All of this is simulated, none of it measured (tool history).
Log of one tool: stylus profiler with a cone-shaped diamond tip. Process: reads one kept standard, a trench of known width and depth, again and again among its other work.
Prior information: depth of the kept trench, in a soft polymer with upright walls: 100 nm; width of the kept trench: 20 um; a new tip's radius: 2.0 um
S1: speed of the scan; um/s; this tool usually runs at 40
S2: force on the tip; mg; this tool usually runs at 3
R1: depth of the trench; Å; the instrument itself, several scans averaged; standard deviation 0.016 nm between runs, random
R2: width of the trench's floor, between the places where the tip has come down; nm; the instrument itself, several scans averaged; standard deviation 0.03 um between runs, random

| run | day | S1 | S2 | R1 | R2 |
|---|---|---|---|---|---|
| 1 | 0 | 40 | 3 | 1008.6 | 18210 |
| 2 | 1.571 | 26 | 3 | 1009 | 18290 |
| 3 | 3.658 | 26 | 3 | 1008.7 | 18220 |
| 4 | 5.238 | 26 | 3 | 1008.4 | 18250 |
| 5 | 7.767 | 26 | 3 | 1008.6 | 18210 |
| 6 | 9.283 | 14 | 3 | 1008.9 | 18290 |
| 7 | 11.325 | 14 | 3 | 1008.6 | 18230 |
| 8 | 13.404 | 40 | 3 | 1009.3 | 18150 |
| 9 | 15.475 | 40 | 3 | 1008.9 | 18120 |
| 10 | 18.162 | 40 | 3 | 1009.2 | 18060 |
| 11 | 20.275 | 40 | 1.09 | 1005.6 | 17950 |
| 12 | 22.729 | 40 | 8.82 | 1017.1 | 18160 |
|  | 22.892 | height scale calibrated on a step standard |
| 13 | 24.379 | 40 | 3 | 1010.6 | 18070 |
| 14 | 26.275 | 40 | 3 | 1010.5 | 18040 |
|  | 27.821 | height scale calibrated on a step standard, once more |
| 15 | 28.692 | 17 | 3 | 1007.2 | 18120 |
| 16 | 30.204 | 40 | 3 | 1007.3 | 18010 |
| 17 | 31.725 | 40 | 3 | 1007.4 | 17970 |
| 18 | 33.675 | 40 | 3 | 1007.2 | 17950 |
| 19 | 35.288 | 40 | 3 | 1007.2 | 18030 |
| 20 | 36.912 | 160 | 1.43 | 1004.6 | 17110 |
| 21 | 39.142 | 151 | 1.12 | 1003.9 | 16990 |
| 22 | 41.675 | 151 | 1.12 | 1004.4 | 17030 |
| 23 | 43.071 | 47 | 1.12 | 1004.1 | 17770 |
| 24 | 45.15 | 27 | 3.27 | 1008.1 | 17970 |
| 25 | 46.583 | 27 | 3.27 | 1008.4 | 17960 |
| 26 | 48.771 | 27 | 3.27 | 1008.1 | 17920 |
| 27 | 50.154 | 27 | 3.27 | 1008.4 | 17960 |
| 28 | 51.762 | 10 | 3.27 | 1008.4 | 18030 |
| 29 | 53.846 | 17 | 2.06 | 1006.2 | 17960 |
| 30 | 54.938 | 17 | 2.06 | 1006.6 | 17960 |
| 31 | 56.092 | 14 | 1.45 | 1005.3 | 17920 |
| 32 | 57.746 | 107 | 1.74 | 1006 | 17420 |
| 33 | 59.038 | 110 | 4.79 | 1010.7 | 17610 |
| 34 | 60.829 | 11 | 5.29 | 1011.6 | 17970 |
| 35 | 62.558 | 37 | 8.21 | 1015.3 | 17890 |
|  | 64.617 | new tip fitted, height scale calibrated |
| 36 | 65.108 | 31 | 7.24 | 1013.2 | 18670 |
| 37 | 66.871 | 31 | 2.19 | 1006.1 | 18550 |

3 ways to go on from here, each from the tool as it stands after run 37. What would each give?
| A | 68.021 | 31 | 4.93 | ? | ? |
| B | 68.021 | 27 | 2.59 | ? | ? |
| C | 68.021 | 66 | 2.3 | ? | ? |

| run | R1 | R2 |
|---|---|---|
| A | 1010.4 | 18610 |
| B | 1006.7 | 18550 |
| C | 1006.2 | 18360 |
With no hidden state in the tool, these same runs would have given:
| run | R1 | R2 |
|---|---|---|
| A | 1010.1 | 18660 |
| B | 1006.4 | 18600 |
| C | 1005.9 | 18410 |

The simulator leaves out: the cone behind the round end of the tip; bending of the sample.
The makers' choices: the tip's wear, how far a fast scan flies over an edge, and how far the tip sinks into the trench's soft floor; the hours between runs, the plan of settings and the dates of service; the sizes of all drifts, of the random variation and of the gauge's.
